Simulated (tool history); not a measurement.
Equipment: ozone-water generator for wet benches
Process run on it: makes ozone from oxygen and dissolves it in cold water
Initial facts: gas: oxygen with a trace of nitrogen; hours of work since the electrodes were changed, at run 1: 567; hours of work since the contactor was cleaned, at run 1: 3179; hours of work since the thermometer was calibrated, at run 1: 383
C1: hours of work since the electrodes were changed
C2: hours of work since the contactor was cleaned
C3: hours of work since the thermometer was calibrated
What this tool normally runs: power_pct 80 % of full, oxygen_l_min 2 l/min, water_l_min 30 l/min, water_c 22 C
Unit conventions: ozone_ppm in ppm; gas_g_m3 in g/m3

Run 1, hour 0: usual settings; C1 567; C2 3179; C3 383. Result: ozone_ppm 13.12 ppm, gas_g_m3 297.9 g/m3.
Run 2, hour 129.2: usual settings but water_l_min 34 l/min; C1 685; C2 3297; C3 501. Result: ozone_ppm 11.75 ppm, gas_g_m3 298.3 g/m3.
Run 3, hour 245.5: usual settings; C1 791; C2 3403; C3 607. Result: ozone_ppm 13.1 ppm, gas_g_m3 300.8 g/m3.
Run 4, hour 364.4: usual settings; C1 899; C2 3512; C3 716. Result: ozone_ppm 13.38 ppm, gas_g_m3 296.2 g/m3.
Run 5, hour 486.1: usual settings; C1 1010; C2 3623; C3 827. Result: ozone_ppm 13.15 ppm, gas_g_m3 295.8 g/m3.
Run 6, hour 567: usual settings; C1 1084; C2 3697; C3 900. Result: ozone_ppm 13.24 ppm, gas_g_m3 298.8 g/m3.
Run 7, hour 635.4: usual settings; C1 1147; C2 3759; C3 963. Result: ozone_ppm 13.17 ppm, gas_g_m3 301.1 g/m3.
Run 8, hour 753.5: usual settings; C1 1254; C2 3867; C3 1070. Result: ozone_ppm 13.2 ppm, gas_g_m3 295.9 g/m3.
Run 9, hour 866.1: usual settings; C1 1357; C2 3969; C3 1173. Result: ozone_ppm 13.28 ppm, gas_g_m3 294.4 g/m3.
Run 10, hour 948: usual settings but oxygen_l_min 1.32 l/min; C1 1432; C2 4044; C3 1248. Result: ozone_ppm 11.27 ppm, gas_g_m3 356.3 g/m3.
Run 11, hour 1036.5: usual settings but oxygen_l_min 1.32 l/min; C1 1512; C2 4125; C3 1329. Result: ozone_ppm 11.27 ppm, gas_g_m3 352.4 g/m3.
Run 12, hour 1100.9: usual settings but oxygen_l_min 1.32 l/min; C1 1571; C2 4184; C3 1387. Result: ozone_ppm 11.2 ppm, gas_g_m3 353.9 g/m3.
Run 13, hour 1177.6: usual settings but oxygen_l_min 1.32 l/min; C1 1641; C2 4253; C3 1457. Result: ozone_ppm 11.07 ppm, gas_g_m3 351.9 g/m3.
Run 14, hour 1245.4: usual settings but oxygen_l_min 1.32 l/min; C1 1703; C2 4315; C3 1519. Result: ozone_ppm 11.14 ppm, gas_g_m3 354.2 g/m3.
Run 15, hour 1302.4: usual settings; C1 1755; C2 4367; C3 1571. Result: ozone_ppm 13.02 ppm, gas_g_m3 294.4 g/m3.
Run 16, hour 1392.3: usual settings; C1 1837; C2 4449; C3 1653. Result: ozone_ppm 13.14 ppm, gas_g_m3 292.4 g/m3.
Run 17, hour 1521.9: usual settings but power_pct 40 % of full; C1 1955; C2 4568; C3 1771. Result: ozone_ppm 9.17 ppm, gas_g_m3 207.7 g/m3.
Run 18, hour 1645.1: usual settings but power_pct 77 % of full, oxygen_l_min 3.3 l/min, water_c 24 C; C1 2067; C2 4680; C3 1884. Result: ozone_ppm 14.88 ppm, gas_g_m3 232 g/m3.
Run 19, hour 1742.7: usual settings but power_pct 77 % of full, oxygen_l_min 3.3 l/min, water_c 24 C; C1 2156; C2 4769; C3 1973. Result: ozone_ppm 15.23 ppm, gas_g_m3 233 g/m3.
Run 20, hour 1846.8: usual settings but power_pct 49 % of full, oxygen_l_min 2.82 l/min, water_l_min 29 l/min, water_c 24 C; C1 2251; C2 4864; C3 2068. Result: ozone_ppm 11.84 ppm, gas_g_m3 197.1 g/m3.
Run 21, hour 1939.2: usual settings but power_pct 62 % of full, oxygen_l_min 3.06 l/min, water_l_min 28 l/min, water_c 15 C; C1 2336; C2 4948; C3 2152. Result: ozone_ppm 15.13 ppm, gas_g_m3 213.5 g/m3.
Run 22, hour 2025: usual settings but power_pct 58 % of full, oxygen_l_min 1.39 l/min, water_c 25 C; C1 2414; C2 5026; C3 2230. Result: ozone_ppm 9.54 ppm, gas_g_m3 287.1 g/m3.
Run 23, hour 2080: usual settings but power_pct 58 % of full, oxygen_l_min 1.39 l/min, water_c 25 C; C1 2464; C2 5076; C3 2280. Result: ozone_ppm 9.52 ppm, gas_g_m3 289.6 g/m3.
At hour 2109.9: gauge calibrated.
Run 24, hour 2205.9: usual settings but oxygen_l_min 1.18 l/min; C1 2579; C2 5191; C3 2395. Result: ozone_ppm 10.63 ppm, gas_g_m3 377.8 g/m3.
Run 25, hour 2313.4: usual settings but oxygen_l_min 1.18 l/min; C1 2677; C2 5289; C3 2493. Result: ozone_ppm 10.64 ppm, gas_g_m3 376 g/m3.
Run 26, hour 2439.1: usual settings but oxygen_l_min 2.93 l/min, water_l_min 39 l/min; C1 2792; C2 5404; C3 2608. Result: ozone_ppm 11.89 ppm, gas_g_m3 255.2 g/m3.
Run 27, hour 2559.9: usual settings but power_pct 47 % of full, oxygen_l_min 2.37 l/min; C1 2902; C2 5514; C3 2718. Result: ozone_ppm 10.69 ppm, gas_g_m3 210.4 g/m3.
At hour 2597.1: contactor cleaned.
At hour 2597.6: water thermometer calibrated.
Run 28, hour 2625.2: usual settings but power_pct 69 % of full, oxygen_l_min 2.58 l/min, water_l_min 26 l/min; C1 2957; C2 25; C3 25. Result: ozone_ppm 15.19 ppm, gas_g_m3 246.7 g/m3.
Run 29, hour 2681.9: usual settings but power_pct 45 % of full, oxygen_l_min 1.34 l/min, water_c 17 C; C1 3009; C2 77; C3 77. Result: ozone_ppm 8.5 ppm, gas_g_m3 261.6 g/m3.
Run 30, hour 2796.1: usual settings but oxygen_l_min 1.17 l/min, water_l_min 20 l/min, water_c 28 C; C1 3113; C2 181; C3 181. Result: ozone_ppm 15.06 ppm, gas_g_m3 370 g/m3.
Run 31, hour 2906.9: usual settings but water_c 26 C; C1 3214; C2 282; C3 282. Result: ozone_ppm 12.87 ppm, gas_g_m3 298 g/m3.
Run 32, hour 2968.6: usual settings but water_l_min 34 l/min, water_c 19 C; C1 3270; C2 338; C3 338. Result: ozone_ppm 11.83 ppm, gas_g_m3 293.7 g/m3.

Across each entry between runs, compare the hidden state at the last listed run before it with the hidden state at the first listed run after it:
Runs 23 to 24: gauge calibrated (hour 2109.9)
  contactor's efficiency, % of a clean one's: 99.8 -> 99.7; drift of the gauge itself on gas_g_m3, %: -2.6 -> -0.12
  the result without the hidden state subtracted from the measured one, gas_g_m3: -7.9 -> -0.7 g/m3
Runs 27 to 28: contactor cleaned (hour 2597.1); water thermometer calibrated (hour 2597.6)
  contactor's efficiency, % of a clean one's: 99.7 -> 100; drift of the gauge itself on gas_g_m3, %: -0.56 -> -0.64
  the result without the hidden state subtracted from the measured one, gas_g_m3: -1.3 -> -1.8 g/m3
